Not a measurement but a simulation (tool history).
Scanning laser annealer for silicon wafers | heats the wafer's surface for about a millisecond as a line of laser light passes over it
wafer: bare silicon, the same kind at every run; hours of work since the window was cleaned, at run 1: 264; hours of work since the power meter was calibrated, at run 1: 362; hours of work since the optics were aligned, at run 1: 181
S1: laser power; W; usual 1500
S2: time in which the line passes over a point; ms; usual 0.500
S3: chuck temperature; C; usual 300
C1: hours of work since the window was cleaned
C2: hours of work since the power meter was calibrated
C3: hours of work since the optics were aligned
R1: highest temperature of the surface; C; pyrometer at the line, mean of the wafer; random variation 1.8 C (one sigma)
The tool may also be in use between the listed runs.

| run | day | S1 | S2 | S3 | C1 | C2 | C3 | R1 |
|---|---|---|---|---|---|---|---|---|
| 1 | 0.000 | 1500 | 0.500 | 300 | 264 | 362 | 181 | 999 |
| 2 | 1.046 | 1500 | 0.500 | 300 | 281 | 378 | 198 | 1000 |
| 3 | 2.212 | 1500 | 0.500 | 300 | 300 | 397 | 217 | 998 |
| 4 | 3.371 | 1500 | 0.500 | 300 | 318 | 416 | 235 | 995 |
| 5 | 3.921 | 1500 | 0.500 | 300 | 327 | 425 | 244 | 997 |
| 6 | 4.758 | 1500 | 0.500 | 300 | 341 | 438 | 258 | 997 |
| 7 | 5.458 | 1577 | 0.500 | 300 | 352 | 450 | 269 | 1043 |
| 8 | 6.471 | 1577 | 0.500 | 300 | 368 | 466 | 285 | 1042 |
| 9 | 7.488 | 1500 | 0.500 | 300 | 385 | 482 | 302 | 992 |
| 10 | 8.579 | 1282 | 0.500 | 300 | 402 | 500 | 319 | 869 |
| 11 | 9.312 | 1282 | 0.500 | 300 | 414 | 512 | 331 | 865 |
| 12 | 10.517 | 1564 | 0.518 | 324 | 434 | 531 | 351 | 1070 |
| 13 | 11.029 | 1616 | 0.482 | 322 | 442 | 539 | 359 | 1072 |
| 14 | 11.571 | 1494 | 0.402 | 295 | 451 | 548 | 368 | 923 |
| 15 | 12.192 | 1494 | 0.581 | 339 | 461 | 558 | 378 | 1073 |

Run 16 comes next. What will it give?
| 16 | 12.779 | 1494 | 0.581 | 339 | 470 | 568 | 387 | ? |

R1: 1068 C
Without the tool's hidden state the same run would have given R1 1089 C.
